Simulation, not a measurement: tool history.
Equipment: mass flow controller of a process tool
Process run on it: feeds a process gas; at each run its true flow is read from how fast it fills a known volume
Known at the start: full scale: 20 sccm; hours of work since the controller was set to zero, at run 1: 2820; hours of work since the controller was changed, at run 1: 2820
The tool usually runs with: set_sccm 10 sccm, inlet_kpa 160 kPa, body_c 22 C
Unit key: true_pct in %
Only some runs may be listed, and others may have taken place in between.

run,hour,set_sccm,inlet_kpa,body_c,hours of work since the controller was set to zero,hours of work since the controller was changed,true_pct
1,0.0,10,160,22,2820,2820,98.00
2,88.6,10,160,22,2864,2864,97.91
3,202.6,10,160,22,2922,2922,97.84
4,313.0,10,160,22,2977,2977,97.92
5,438.3,10,160,22,3040,3040,97.85
6,538.0,10,160,22,3090,3090,97.80
7,616.3,10,160,22,3129,3129,97.71
8,747.0,10,160,25,3195,3195,98.08
9,895.0,10,160,25,3269,3269,97.94
10,995.3,10,160,25,3320,3320,97.91
11,1146.1,10,279,25,3395,3395,97.14
12,1233.4,10,279,25,3439,3439,96.95
13,1369.2,12,266,24,3507,3507,97.42
14,1518.1,3,258,36,3582,3582,92.16
# hour 1535.9: controller's zero set anew
15,1702.3,3,235,34,84,3674,88.76
16,1807.8,3,252,34,136,3727,88.54
17,1934.0,3,252,34,200,3790,88.33
18,2030.5,3,252,38,248,3839,88.69
# hour 2144.9: controller's zero set anew, once more
19,2150.3,10,236,22,3,3899,99.26
20,2338.3,12,160,38,97,3993,101.27
21,2507.1,12,160,38,182,4078,101.15
22,2695.5,10,174,24,276,4172,99.84
23,2823.4,3,213,36,341,4237,99.32
24,3007.6,3,164,36,433,4329,99.61

Each row is a separate what-if for the run after 24, all from the same tool condition, not one after another. Results?
A,3090.1,4,211,26,474,4371,?
B,3090.1,2,164,22,474,4371,?
C,3090.1,10,160,32,474,4371,?
D,3090.1,3,224,22,474,4371,?

run,true_pct
A,98.77
B,97.80
C,100.43
D,98.01
What these runs would have given with no unlogged condition in the tool:
run,true_pct
A,98.78
B,98.53
C,100.01
D,98.26
